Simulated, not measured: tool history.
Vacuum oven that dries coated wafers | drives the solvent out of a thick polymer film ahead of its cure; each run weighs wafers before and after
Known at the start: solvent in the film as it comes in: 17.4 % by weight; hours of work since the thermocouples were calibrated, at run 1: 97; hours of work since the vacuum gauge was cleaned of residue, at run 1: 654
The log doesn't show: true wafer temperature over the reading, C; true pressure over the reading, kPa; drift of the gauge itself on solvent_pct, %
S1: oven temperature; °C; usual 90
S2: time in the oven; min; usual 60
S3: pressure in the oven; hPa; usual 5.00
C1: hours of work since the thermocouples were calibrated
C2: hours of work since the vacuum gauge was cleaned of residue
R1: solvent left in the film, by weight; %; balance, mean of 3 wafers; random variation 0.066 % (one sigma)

{"run": 1, "hour": 0.0, "S1": 90, "S2": 60, "S3": 5.0, "C1": 97, "C2": 654, "R1": 4.45}
{"run": 2, "hour": 23.5, "S1": 90, "S2": 60, "S3": 5.0, "C1": 110, "C2": 668, "R1": 4.39}
{"run": 3, "hour": 68.8, "S1": 90, "S2": 60, "S3": 5.0, "C1": 137, "C2": 694, "R1": 4.49}
{"run": 4, "hour": 93.4, "S1": 104, "S2": 60, "S3": 5.0, "C1": 151, "C2": 709, "R1": 2.0}
{"run": 5, "hour": 138.2, "S1": 90, "S2": 60, "S3": 5.0, "C1": 177, "C2": 735, "R1": 4.64}
{"run": 6, "hour": 165.0, "S1": 90, "S2": 60, "S3": 5.0, "C1": 193, "C2": 750, "R1": 4.47}
{"run": 7, "hour": 207.0, "S1": 90, "S2": 60, "S3": 5.0, "C1": 217, "C2": 775, "R1": 4.54}
{"run": 8, "hour": 243.9, "S1": 90, "S2": 60, "S3": 5.0, "C1": 239, "C2": 796, "R1": 4.59}
{"run": 9, "hour": 278.0, "S1": 90, "S2": 60, "S3": 5.0, "C1": 259, "C2": 816, "R1": 4.67}
{"run": 10, "hour": 312.1, "S1": 90, "S2": 60, "S3": 5.0, "C1": 278, "C2": 836, "R1": 4.55}
{"run": 11, "hour": 334.3, "S1": 90, "S2": 60, "S3": 5.0, "C1": 291, "C2": 849, "R1": 4.54}
{"run": 12, "hour": 384.4, "S1": 90, "S2": 60, "S3": 11.43, "C1": 321, "C2": 878, "R1": 5.12}
{"run": 13, "hour": 410.9, "S1": 90, "S2": 60, "S3": 3.08, "C1": 336, "C2": 894, "R1": 4.54}
{"run": 14, "hour": 455.3, "S1": 90, "S2": 60, "S3": 3.08, "C1": 362, "C2": 920, "R1": 4.51}
{"run": 15, "hour": 490.8, "S1": 90, "S2": 60, "S3": 3.08, "C1": 383, "C2": 940, "R1": 4.43}
{"run": 16, "hour": 544.8, "S1": 90, "S2": 60, "S3": 3.08, "C1": 414, "C2": 972, "R1": 4.51}
{"run": 17, "hour": 585.8, "S1": 90, "S2": 60, "S3": 3.08, "C1": 438, "C2": 996, "R1": 4.53}
{"run": 18, "hour": 616.3, "S1": 90, "S2": 60, "S3": 3.08, "C1": 456, "C2": 1013, "R1": 4.56}
{"run": 19, "hour": 658.0, "S1": 101, "S2": 76, "S3": 3.45, "C1": 480, "C2": 1038, "R1": 1.79}
{"run": 20, "hour": 695.6, "S1": 84, "S2": 39, "S3": 10.76, "C1": 502, "C2": 1060, "R1": 8.76}
{"hour": 699.8, "done": "vacuum gauge cleaned of residue and calibrated"}
{"run": 21, "hour": 740.6, "S1": 90, "S2": 89, "S3": 5.0, "C1": 527, "C2": 24, "R1": 3.22}
{"run": 22, "hour": 794.1, "S1": 90, "S2": 86, "S3": 5.0, "C1": 558, "C2": 55, "R1": 3.45}
{"run": 23, "hour": 817.5, "S1": 85, "S2": 56, "S3": 5.0, "C1": 572, "C2": 69, "R1": 6.36}
{"run": 24, "hour": 871.8, "S1": 85, "S2": 56, "S3": 5.0, "C1": 604, "C2": 100, "R1": 6.64}
{"run": 25, "hour": 901.2, "S1": 79, "S2": 95, "S3": 5.0, "C1": 621, "C2": 117, "R1": 5.6}
{"hour": 954.9, "done": "vacuum gauge cleaned of residue and calibrated, once more"}
{"run": 26, "hour": 955.3, "S1": 90, "S2": 105, "S3": 11.3, "C1": 652, "C2": 0, "R1": 2.81}
{"run": 27, "hour": 996.7, "S1": 90, "S2": 66, "S3": 5.0, "C1": 676, "C2": 24, "R1": 4.02}
{"run": 28, "hour": 1021.5, "S1": 98, "S2": 68, "S3": 14.73, "C1": 690, "C2": 39, "R1": 3.06}
{"run": 29, "hour": 1061.7, "S1": 98, "S2": 68, "S3": 14.73, "C1": 713, "C2": 62, "R1": 3.19}
{"run": 30, "hour": 1092.9, "S1": 98, "S2": 68, "S3": 14.73, "C1": 732, "C2": 80, "R1": 3.24}
{"run": 31, "hour": 1124.0, "S1": 96, "S2": 61, "S3": 13.86, "C1": 750, "C2": 99, "R1": 3.99}
{"hour": 1133.4, "done": "oven's thermocouples calibrated"}
{"run": 32, "hour": 1176.7, "S1": 90, "S2": 57, "S3": 5.0, "C1": 25, "C2": 128, "R1": 4.56}
{"run": 33, "hour": 1222.2, "S1": 101, "S2": 36, "S3": 6.19, "C1": 52, "C2": 155, "R1": 4.56}
{"run": 34, "hour": 1247.4, "S1": 90, "S2": 30, "S3": 19.52, "C1": 66, "C2": 169, "R1": 8.68}

Forecast each of these 3 alternatives for the next run:
{"run": "A", "hour": 1295.5, "S1": 77, "S2": 30, "S3": 12.81, "C1": 94, "C2": 197, "R1": "?"}
{"run": "B", "hour": 1295.5, "S1": 79, "S2": 30, "S3": 19.52, "C1": 94, "C2": 197, "R1": "?"}
{"run": "C", "hour": 1295.5, "S1": 90, "S2": 104, "S3": 13.01, "C1": 94, "C2": 197, "R1": "?"}

run=A R1=10.92
run=B R1=10.99
run=C R1=2.81
Without the tool's hidden state the same runs would have given:
run=A R1=10.86
run=B R1=10.93
run=C R1=2.74
